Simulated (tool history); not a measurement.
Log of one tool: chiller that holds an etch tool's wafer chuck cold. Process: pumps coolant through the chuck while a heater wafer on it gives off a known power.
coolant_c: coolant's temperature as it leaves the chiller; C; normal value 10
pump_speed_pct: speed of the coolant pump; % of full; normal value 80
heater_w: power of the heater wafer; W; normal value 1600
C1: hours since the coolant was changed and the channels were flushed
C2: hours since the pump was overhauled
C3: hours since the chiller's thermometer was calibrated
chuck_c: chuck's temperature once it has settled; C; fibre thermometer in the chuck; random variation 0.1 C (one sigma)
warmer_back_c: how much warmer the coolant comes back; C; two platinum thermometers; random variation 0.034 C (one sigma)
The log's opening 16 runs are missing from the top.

At day 43.258: chiller's thermometer calibrated.
Run 17, day 43.258: usual settings but pump_speed_pct 79 % of full, heater_w 1070 W; C1 3733; C2 3293; C3 0. Result: chuck_c 23.1 C, warmer_back_c 4.14 C.
Run 18, day 45.338: usual settings but pump_speed_pct 99 % of full, heater_w 2231 W; C1 3783; C2 3343; C3 50. Result: chuck_c 32.4 C, warmer_back_c 6.66 C.
Run 19, day 49.058: usual settings but coolant_c 11 C, pump_speed_pct 63 % of full, heater_w 1774 W; C1 3873; C2 3433; C3 139. Result: chuck_c 38.3 C, warmer_back_c 8.88 C.
Run 20, day 51.012: usual settings but heater_w 857 W; C1 3920; C2 3479; C3 186. Result: chuck_c 20.5 C, warmer_back_c 3.29 C.
At day 52.971: coolant changed, channels flushed.
Run 21, day 54.196: usual settings but heater_w 857 W; C1 29; C2 3550; C3 257. Result: chuck_c 18.8 C, warmer_back_c 3.25 C.
Run 22, day 57.892: usual settings but coolant_c 3 C, pump_speed_pct 85 % of full, heater_w 1519 W; C1 118; C2 3639; C3 345. Result: chuck_c 17.6 C, warmer_back_c 5.32 C.
Run 23, day 60.442: usual settings but pump_speed_pct 88 % of full, heater_w 2329 W; C1 179; C2 3700; C3 406. Result: chuck_c 32 C, warmer_back_c 8.06 C.
Run 24, day 62.979: usual settings but coolant_c 14 C, heater_w 1560 W; C1 240; C2 3761; C3 467. Result: chuck_c 30.3 C, warmer_back_c 6 C.
Run 25, day 65.367: usual settings but coolant_c 13 C, pump_speed_pct 70 % of full; C1 297; C2 3818; C3 525. Result: chuck_c 31.6 C, warmer_back_c 7.13 C.
Run 26, day 69.438: usual settings but coolant_c 19 C, pump_speed_pct 97 % of full; C1 395; C2 3916; C3 622. Result: chuck_c 33 C, warmer_back_c 4.92 C.
Run 27, day 72.188: usual settings but coolant_c 19 C, pump_speed_pct 97 % of full; C1 461; C2 3982; C3 688. Result: chuck_c 33.1 C, warmer_back_c 4.96 C.
Run 28, day 74.362: usual settings but coolant_c 19 C, pump_speed_pct 84 % of full, heater_w 1634 W; C1 513; C2 4034; C3 741. Result: chuck_c 35.4 C, warmer_back_c 6.01 C.
Run 29, day 77.979: usual settings but coolant_c 19 C, pump_speed_pct 84 % of full, heater_w 1634 W; C1 600; C2 4121; C3 827. Result: chuck_c 35.5 C, warmer_back_c 6.02 C.
Run 30, day 80.062: usual settings but heater_w 2119 W; C1 650; C2 4171; C3 877. Result: chuck_c 32.3 C, warmer_back_c 8.13 C.
Run 31, day 82.442: usual settings but coolant_c 15 C, heater_w 2119 W; C1 707; C2 4228; C3 934. Result: chuck_c 37.4 C, warmer_back_c 8.23 C.
Run 32, day 86.329: usual settings but coolant_c 5 C, pump_speed_pct 90 % of full, heater_w 1094 W; C1 801; C2 4321; C3 1028. Result: chuck_c 15.5 C, warmer_back_c 3.66 C.

Each row is a separate what-if for the run after 32, all from the same tool condition, not one after another. Results?
At day 90.588: coolant pump overhauled.
Run A, day 90.588: usual settings but coolant_c 15 C, pump_speed_pct 97 % of full, heater_w 1112 W; C1 898; C2 0; C3 1125. Result: chuck_c ?, warmer_back_c ?.
At day 90.588: coolant pump overhauled.
Run B, day 90.588: usual settings but heater_w 1468 W; C1 898; C2 0; C3 1125. Result: chuck_c ?, warmer_back_c ?.
At day 90.588: coolant pump overhauled.
Run C, day 90.588: usual settings but coolant_c 5 C, pump_speed_pct 90 % of full, heater_w 1075 W; C1 898; C2 0; C3 1125. Result: chuck_c ?, warmer_back_c ?.

run  chuck_c  warmer_back_c
  A     24.1           3.08
  B     24.3           5.12
  C     14.5            3.3
With no hidden state in the tool, these same runs would have given:
run  chuck_c  warmer_back_c
  A     23.9           3.07
  B     23.9           5.11
  C     14.2            3.3
